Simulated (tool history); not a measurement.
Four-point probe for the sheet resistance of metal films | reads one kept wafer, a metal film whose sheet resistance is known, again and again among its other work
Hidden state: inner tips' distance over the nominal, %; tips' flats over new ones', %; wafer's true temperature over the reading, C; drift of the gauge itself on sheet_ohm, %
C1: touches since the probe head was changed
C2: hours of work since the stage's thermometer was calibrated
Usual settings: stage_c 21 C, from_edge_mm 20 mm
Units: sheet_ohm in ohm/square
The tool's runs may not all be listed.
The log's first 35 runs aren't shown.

{"run": 36, "hour": 556.5, "stage_c": 27, "from_edge_mm": 25, "C1": 41146, "C2": 174, "sheet_ohm": 1.529861}
{"run": 37, "hour": 577.0, "stage_c": 27, "from_edge_mm": 25, "C1": 41736, "C2": 186, "sheet_ohm": 1.529058}
{"run": 38, "hour": 597.7, "stage_c": 29, "from_edge_mm": 14, "C1": 42331, "C2": 198, "sheet_ohm": 1.533046}
{"run": 39, "hour": 609.7, "stage_c": 29, "from_edge_mm": 6, "C1": 42674, "C2": 205, "sheet_ohm": 1.551638}
{"run": 40, "hour": 624.1, "stage_c": 29, "from_edge_mm": 6, "C1": 43088, "C2": 213, "sheet_ohm": 1.551367}
{"run": 41, "hour": 634.9, "stage_c": 32, "from_edge_mm": 20, "C1": 43400, "C2": 219, "sheet_ohm": 1.532621}
{"run": 42, "hour": 654.3, "stage_c": 34, "from_edge_mm": 6, "C1": 43956, "C2": 231, "sheet_ohm": 1.554125}
{"run": 43, "hour": 673.8, "stage_c": 34, "from_edge_mm": 6, "C1": 44518, "C2": 242, "sheet_ohm": 1.554268}
{"run": 44, "hour": 694.5, "stage_c": 30, "from_edge_mm": 22, "C1": 45112, "C2": 254, "sheet_ohm": 1.53064}

3 ways to go on from here, each from the tool as it stands after run 44. What would each give?
{"run": "A", "hour": 713.0, "stage_c": 20, "from_edge_mm": 36, "C1": 45643, "C2": 265, "sheet_ohm": "?"}
{"run": "B", "hour": 713.0, "stage_c": 24, "from_edge_mm": 3, "C1": 45643, "C2": 265, "sheet_ohm": "?"}
{"run": "C", "hour": 713.0, "stage_c": 22, "from_edge_mm": 28, "C1": 45643, "C2": 265, "sheet_ohm": "?"}

run=A sheet_ohm=1.524477
run=B sheet_ohm=1.612291
run=C sheet_ohm=1.525949
Without the tool's hidden state the same runs would have given:
run=A sheet_ohm=1.52249
run=B sheet_ohm=1.610197
run=C sheet_ohm=1.523958
